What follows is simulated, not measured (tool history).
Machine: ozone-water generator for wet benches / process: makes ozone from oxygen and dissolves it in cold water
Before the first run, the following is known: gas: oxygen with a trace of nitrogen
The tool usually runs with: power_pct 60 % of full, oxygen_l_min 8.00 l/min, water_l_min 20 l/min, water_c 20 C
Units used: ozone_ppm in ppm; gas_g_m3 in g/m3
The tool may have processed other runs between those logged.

run,day,power_pct,oxygen_l_min,water_l_min,water_c,ozone_ppm,gas_g_m3
1,0.000,60,8.00,20,20,24.0,183.9
2,3.358,60,8.00,14,20,29.2,181.9
# day 8.146: water thermometer calibrated
3,8.679,60,8.00,14,20,29.2,183.8
4,12.075,60,8.00,14,20,29.0,182.6
5,15.604,60,8.00,20,20,24.2,182.3
6,19.388,60,8.00,20,20,24.1,183.7
7,22.004,60,8.00,20,20,24.1,185.7
8,25.038,60,7.34,19,20,25.5,193.6
9,29.000,60,7.34,19,20,25.2,194.0
10,32.917,43,4.98,20,20,20.1,190.1
11,38.183,60,12.26,14,15,28.5,141.2
12,42.662,60,6.64,15,15,32.5,206.6
13,47.479,60,8.00,22,20,23.1,180.9
14,51.792,60,8.00,22,20,22.9,181.9

Branching from run 14: 5 alternative next runs. What would each branch give?
A,55.300,60,8.00,22,17,?,?
B,55.300,60,6.36,20,14,?,?
C,55.300,60,11.16,22,20,?,?
D,55.300,60,8.00,24,20,?,?
E,55.300,60,8.00,20,22,?,?

run,ozone_ppm,gas_g_m3
A,24.0,184.9
B,27.7,211.8
C,20.9,147.0
D,21.8,182.4
E,23.5,182.1
With the hidden condition removed and each run's random variation left untouched, the same runs would have given:
run,ozone_ppm,gas_g_m3
A,24.0,185.1
B,27.8,212.0
C,20.9,147.2
D,21.8,182.6
E,23.6,182.3

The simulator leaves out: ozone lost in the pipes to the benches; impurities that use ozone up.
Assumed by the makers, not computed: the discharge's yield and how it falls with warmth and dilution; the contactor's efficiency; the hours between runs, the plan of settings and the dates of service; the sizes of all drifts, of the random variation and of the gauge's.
